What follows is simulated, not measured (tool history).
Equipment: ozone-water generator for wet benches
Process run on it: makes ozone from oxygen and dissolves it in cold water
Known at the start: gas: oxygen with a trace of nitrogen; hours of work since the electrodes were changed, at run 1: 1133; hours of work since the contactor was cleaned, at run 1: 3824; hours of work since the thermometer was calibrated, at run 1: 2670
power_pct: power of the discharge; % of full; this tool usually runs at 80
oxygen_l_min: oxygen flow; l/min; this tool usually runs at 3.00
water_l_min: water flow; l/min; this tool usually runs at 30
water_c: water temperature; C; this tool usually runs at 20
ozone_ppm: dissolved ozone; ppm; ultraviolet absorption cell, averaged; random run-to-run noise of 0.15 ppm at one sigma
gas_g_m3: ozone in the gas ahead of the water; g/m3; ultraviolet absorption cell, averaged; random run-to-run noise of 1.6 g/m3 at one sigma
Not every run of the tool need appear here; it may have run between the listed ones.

run    hour  power_pct  oxygen_l_min  water_l_min  water_c  hours of work since the electrodes were changed  hours of work since the contactor was cleaned  hours of work since the thermometer was calibrated  ozone_ppm  gas_g_m3
  1     0.0         80          3.00           30       20                                             1133                                           3824                                                2670       18.1     298.3
  2   173.7         80          3.00           30       20                                             1270                                           3961                                                2807       18.0     296.0
  3   285.7         80          3.00           30       20                                             1358                                           4050                                                2896       17.9     297.1
  4   368.8         80          3.00           30       20                                             1424                                           4115                                                2961       17.9     297.2
  5   486.7         80          3.00           30       20                                             1517                                           4208                                                3054       17.7     294.7
      504.3  -- contactor cleaned
  6   646.9         80          3.00           30       20                                             1640                                            113                                                3178       18.2     294.9
  7   788.8         80          3.00           33       20                                             1752                                            225                                                3290       16.2     293.1
  8   944.9         46          3.00           33       20                                             1876                                            348                                                3413       10.0     181.2
  9  1122.0         46          3.00           33       20                                             2016                                            488                                                3553       10.1     179.5
 10  1240.6         46          3.00           33       20                                             2109                                            581                                                3647       10.1     181.8
 11  1333.7         46          3.00           33       20                                             2183                                            655                                                3720        9.8     181.7
 12  1466.3         46          3.00           33       20                                             2287                                            760                                                3825       10.1     179.2
 13  1639.8         46          3.00           33       20                                             2424                                            897                                                3962        9.8     180.1
 14  1798.7         46          3.00           33       20                                             2550                                           1022                                                4087       10.1     180.3
 15  1947.2         46          3.00           33       20                                             2667                                           1139                                                4204       10.1     182.1
 16  2048.2         46          4.41           33       20                                             2747                                           1219                                                4284       11.1     153.1
 17  2160.5         46          3.03           19       20                                             2836                                           1308                                                4373       16.9     179.3
 18  2288.6         46          3.03           19       20                                             2937                                           1409                                                4474       17.0     177.4
 19  2379.1         54          3.03           34       21                                             3008                                           1480                                                4545       10.8     203.0
 20  2557.5         75          3.00           30       20                                             3149                                           1621                                                4686       16.1     267.6
 21  2635.5         75          3.00           30       20                                             3211                                           1683                                                4748       16.2     266.2
     2665.5  -- water thermometer calibrated
 22  2772.9         75          3.00           30       20                                             3319                                           1791                                                  85       16.3     267.9
 23  2866.8         75          3.00           30       20                                             3393                                           1865                                                 159       16.3     267.3
 24  3033.2         90          5.37           30       19                                             3524                                           1996                                                 290       21.9     237.6
 25  3155.6         90          5.37           30       19                                             3621                                           2093                                                 387       21.9     236.8
 26  3288.5         42          2.69           30       28                                             3726                                           2198                                                 492        9.1     172.3
 27  3403.9         42          2.69           30       28                                             3817                                           2289                                                 583        9.1     170.3
 28  3538.6         44          3.00           44       25                                             3923                                           2395                                                 689        6.6     170.6
 29  3643.7         92          3.00           44       25                                             4006                                           2478                                                 772       11.9     308.1
 30  3806.2         50          3.00           30       14                                             4135                                           2607                                                 901       11.8     188.7
 31  3973.3         48          3.95           44       26                                             4266                                           2739                                                1033        7.6     162.2
 32  4077.1         54          3.95           44       26                                             4348                                           2821                                                1115        8.3     175.6

Each row is a separate what-if for the run after 32, all from the same tool condition, not one after another. Results?
  A  4232.1         54          3.95           27       26                                             4471                                           2943                                                1237          ?         ?
  B  4232.1         66          2.12           44       20                                             4471                                           2943                                                1237          ?         ?
  C  4232.1         49          1.80           30       25                                             4471                                           2943                                                1237          ?         ?

run  ozone_ppm  gas_g_m3
  A       13.4     174.7
  B        8.1     271.1
  C        9.0     230.7
Without the tool's hidden state the same runs would have given:
run  ozone_ppm  gas_g_m3
  A       14.9     191.5
  B        9.3     303.3
  C        9.9     250.4
